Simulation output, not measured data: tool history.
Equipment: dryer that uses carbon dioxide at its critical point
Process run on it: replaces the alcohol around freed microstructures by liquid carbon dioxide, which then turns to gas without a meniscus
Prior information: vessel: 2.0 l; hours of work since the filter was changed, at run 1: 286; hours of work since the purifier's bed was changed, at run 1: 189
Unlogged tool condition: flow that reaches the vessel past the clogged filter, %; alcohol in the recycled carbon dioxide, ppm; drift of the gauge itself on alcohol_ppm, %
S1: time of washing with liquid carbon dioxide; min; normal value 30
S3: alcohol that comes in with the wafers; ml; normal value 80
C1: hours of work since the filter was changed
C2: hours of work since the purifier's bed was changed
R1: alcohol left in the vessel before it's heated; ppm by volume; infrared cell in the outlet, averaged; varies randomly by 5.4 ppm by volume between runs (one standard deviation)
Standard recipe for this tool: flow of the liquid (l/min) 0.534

{"run": 1, "hour": 0.0, "S1": 30, "flow of the liquid (l/min)": 0.534, "S3": 80, "C1": 286, "C2": 189, "R1": 194}
{"run": 2, "hour": 28.0, "S1": 20, "flow of the liquid (l/min)": 0.534, "S3": 80, "C1": 296, "C2": 199, "R1": 1026}
{"run": 3, "hour": 50.6, "S1": 20, "flow of the liquid (l/min)": 0.534, "S3": 80, "C1": 304, "C2": 207, "R1": 1033}
{"run": 4, "hour": 65.3, "S1": 20, "flow of the liquid (l/min)": 0.534, "S3": 80, "C1": 309, "C2": 213, "R1": 1054}
{"run": 5, "hour": 91.9, "S1": 20, "flow of the liquid (l/min)": 0.511, "S3": 80, "C1": 319, "C2": 222, "R1": 1229}
{"run": 6, "hour": 117.4, "S1": 20, "flow of the liquid (l/min)": 0.511, "S3": 80, "C1": 328, "C2": 231, "R1": 1241}
{"run": 7, "hour": 129.2, "S1": 24, "flow of the liquid (l/min)": 0.534, "S3": 80, "C1": 332, "C2": 236, "R1": 543}
{"run": 8, "hour": 152.9, "S1": 24, "flow of the liquid (l/min)": 0.534, "S3": 80, "C1": 340, "C2": 244, "R1": 525}
{"run": 9, "hour": 169.5, "S1": 24, "flow of the liquid (l/min)": 0.534, "S3": 80, "C1": 346, "C2": 250, "R1": 510}
{"run": 10, "hour": 181.8, "S1": 35, "flow of the liquid (l/min)": 0.825, "S3": 113, "C1": 351, "C2": 254, "R1": 68}
{"run": 11, "hour": 204.9, "S1": 19, "flow of the liquid (l/min)": 0.534, "S3": 56, "C1": 359, "C2": 263, "R1": 916}
{"run": 12, "hour": 225.2, "S1": 30, "flow of the liquid (l/min)": 0.32, "S3": 24, "C1": 366, "C2": 270, "R1": 572}
{"run": 13, "hour": 248.4, "S1": 30, "flow of the liquid (l/min)": 0.32, "S3": 24, "C1": 375, "C2": 278, "R1": 555}
{"run": 14, "hour": 266.6, "S1": 30, "flow of the liquid (l/min)": 0.602, "S3": 29, "C1": 381, "C2": 285, "R1": 106}
{"run": 15, "hour": 293.4, "S1": 29, "flow of the liquid (l/min)": 0.536, "S3": 86, "C1": 391, "C2": 294, "R1": 266}
{"run": 16, "hour": 318.0, "S1": 28, "flow of the liquid (l/min)": 0.344, "S3": 26, "C1": 400, "C2": 303, "R1": 604}
{"run": 17, "hour": 333.7, "S1": 30, "flow of the liquid (l/min)": 0.348, "S3": 30, "C1": 405, "C2": 309, "R1": 528}

Hidden state or all else? Some run-to-run changes of R1, split into what the settings, what came in and random variation would give without the hidden state, and what is left for the hidden state (with any gauge scatter that isn't in both results):
Run 10 -> 11: S1 35 -> 19, flow of the liquid (l/min) 0.825 -> 0.534, S3 113 -> 56. R1 +848 ppm by volume: hidden state +112, all else +736.

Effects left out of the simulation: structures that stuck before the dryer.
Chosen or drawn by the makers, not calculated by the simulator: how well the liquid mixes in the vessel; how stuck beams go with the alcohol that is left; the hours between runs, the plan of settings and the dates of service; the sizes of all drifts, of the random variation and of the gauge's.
